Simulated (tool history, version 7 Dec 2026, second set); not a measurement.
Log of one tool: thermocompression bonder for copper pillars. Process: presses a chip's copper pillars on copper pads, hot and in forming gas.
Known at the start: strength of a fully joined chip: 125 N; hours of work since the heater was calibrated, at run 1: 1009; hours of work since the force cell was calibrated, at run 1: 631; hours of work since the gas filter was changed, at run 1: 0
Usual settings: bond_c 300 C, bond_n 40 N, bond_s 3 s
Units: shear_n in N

run	hour	bond_c	bond_n	bond_s	hours of work since the heater was calibrated	hours of work since the force cell was calibrated	hours of work since the gas filter was changed	shear_n
1	0.0	300	40	3	1009	631	0	50.1
2	27.5	300	26	3	1028	651	20	40.5
3	71.0	300	26	3	1060	682	51	41.2
4	94.3	300	26	3	1076	698	68	40.4
5	118.7	300	26	3	1094	716	85	39.8
6	168.6	300	26	3	1130	752	121	39.0
7	199.6	300	26	3	1152	774	143	39.8
8	240.3	300	26	3	1181	803	172	38.6
9	287.0	310	26	3	1214	836	206	44.0
10	341.8	300	31	3	1254	876	245	41.8
# hour 375.3: heater calibrated with a thermocouple chip
11	396.7	300	31	3	15	914	283	44.4
12	419.9	300	31	3	32	930	299	42.5
13	451.2	291	31	3	54	953	322	39.2
14	483.7	291	31	3	78	976	345	39.1
# hour 508.1: forming gas filter changed
15	508.1	291	31	3	95	993	0	42.7
16	543.1	291	31	3	120	1018	25	42.7
17	566.6	312	40	2	137	1035	42	52.4
18	605.0	274	38	4	164	1063	69	41.4
19	642.4	305	54	3	191	1089	96	63.8
20	685.2	305	54	3	222	1120	127	62.6
21	735.9	325	40	3	258	1156	163	66.1
22	781.5	287	26	4	291	1189	196	37.7
23	816.2	314	24	3	316	1214	221	46.7
24	863.1	317	40	8	349	1248	254	79.5
25	911.1	317	40	8	384	1282	289	78.2
26	956.1	317	40	8	416	1314	321	79.6
27	1002.7	271	40	8	449	1348	354	48.9
# hour 1013.8: forming gas filter changed
28	1043.1	282	44	8	478	1376	21	63.7
29	1089.7	301	40	7	511	1410	54	71.0
30	1140.5	284	37	3	548	1446	91	41.3
31	1193.0	284	37	3	585	1484	128	38.7

3 ways to go on from here, each from the tool as it stands after run 31. What would each give?
A	1224.1	297	29	4	608	1506	151	?
B	1224.1	294	51	3	608	1506	151	?
C	1224.1	326	52	3	608	1506	151	?

run	shear_n
A	46.9
B	52.6
C	73.2
Without the tool's hidden state the same runs would have given:
run	shear_n
A	50.5
B	56.6
C	78.3

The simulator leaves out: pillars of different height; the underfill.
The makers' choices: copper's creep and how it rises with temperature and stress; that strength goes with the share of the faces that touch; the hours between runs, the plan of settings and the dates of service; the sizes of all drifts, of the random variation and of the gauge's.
